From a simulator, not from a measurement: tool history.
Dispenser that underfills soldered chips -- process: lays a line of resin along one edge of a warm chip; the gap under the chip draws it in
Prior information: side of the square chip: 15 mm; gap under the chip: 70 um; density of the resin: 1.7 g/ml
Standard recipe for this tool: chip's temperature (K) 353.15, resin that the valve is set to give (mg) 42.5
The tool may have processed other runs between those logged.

run   hour  chip's temperature (K)  resin that the valve is set to give (mg)  time until the resin shows at the far edge (s)  resin that the valve gave (mg)
  1      0                  353.15                                      42.5                                           179.2                           38.63
       1.9  -- dispensing valve cleaned and set on the balance
       5.8  -- new syringe of resin
  2    7.6                  353.15                                      42.5                                           128.1                           41.97
  3   17.7                  353.15                                      42.5                                           201.3                           42.15
      19.2  -- new syringe of resin
  4   29.4                  340.15                                      42.5                                           341.5                           41.87
      32.8  -- new syringe of resin
  5   40.9                  340.15                                      42.5                                           311.3                           41.49
      46.5  -- new syringe of resin
  6   47.5                  340.15                                      37.6                                           230.8                           36.88
  7   56.5                  340.15                                      37.6                                           352.5                           36.48
      60.4  -- new syringe of resin
  8   66.2                  353.15                                      42.5                                           156.5                           40.95
      74.6  -- new syringe of resin
  9   79.1                  353.15                                      54.4                                           144.4                            52.3
      88.3  -- new syringe of resin
 10   92.5                  353.15                                      54.4                                           146.6                           51.72
 11   98.5                  353.15                                      54.4                                           195.4                           51.32
     102.3  -- new syringe of resin
 12    107                  353.15                                      54.4                                           147.4                           51.47
     116.7  -- new syringe of resin
 13  116.8                  353.15                                      42.5                                           120.7                           40.01
 14  123.4                  353.15                                      42.5                                           168.1                           39.99
 15  129.6                  365.15                                      43.8                                           136.7                           40.97
     131.1  -- new syringe of resin
 16  136.7                  365.15                                      43.8                                            96.1                           40.94
 17    144                  339.15                                      38.1                                           426.1                           35.57
     144.9  -- new syringe of resin
 18  155.6                  349.15                                      41.3                                           240.7                           38.09
     158.8  -- new syringe of resin
 19  169.1                  349.15                                      41.3                                           233.9                           37.87
     172.5  -- new syringe of resin
 20  176.9                  349.15                                      41.3                                             184                           37.64
     184.9  -- dispensing valve cleaned and set on the balance
     187.1  -- new syringe of resin
 21  187.6                  342.15                                      47.4                                           201.5                           47.24
 22  194.9                  344.15                                      41.6                                           260.7                           41.15
     201.3  -- new syringe of resin
 23    205                  346.15                                      46.3                                           198.1                           45.45
     215.6  -- new syringe of resin
 24    219                  345.15                                      51.4                                           207.9                           50.41
 25  226.1                  341.15                                      41.2                                           346.3                           40.33
     229.5  -- new syringe of resin
     240.6  -- stage's temperature calibrated
 26  241.6                  341.15                                      41.2                                           310.1                           40.08
     244.1  -- new syringe of resin
 27  250.4                  349.15                                        39                                           179.8                           37.59

Below are 3 alternative next runs, each starting from the tool's condition after run 27. Predict each:
     257.9  -- new syringe of resin
  A  257.9                  355.15                                      44.5                                               ?                               ?
     257.9  -- new syringe of resin
  B  257.9                  339.15                                      36.2                                               ?                               ?
     257.9  -- new syringe of resin
  C  257.9                  345.15                                      54.2                                               ?                               ?

run  time until the resin shows at the far edge (s)  resin that the valve gave (mg)
  A                                           101.1                           42.77
  B                                           215.6                           34.78
  C                                           156.7                           52.45
Stripped of hidden state, with their random variation kept, the same runs would have yielded:
run  time until the resin shows at the far edge (s)  resin that the valve gave (mg)
  A                                            97.6                           44.46
  B                                           206.6                           36.15
  C                                           151.7                           54.52
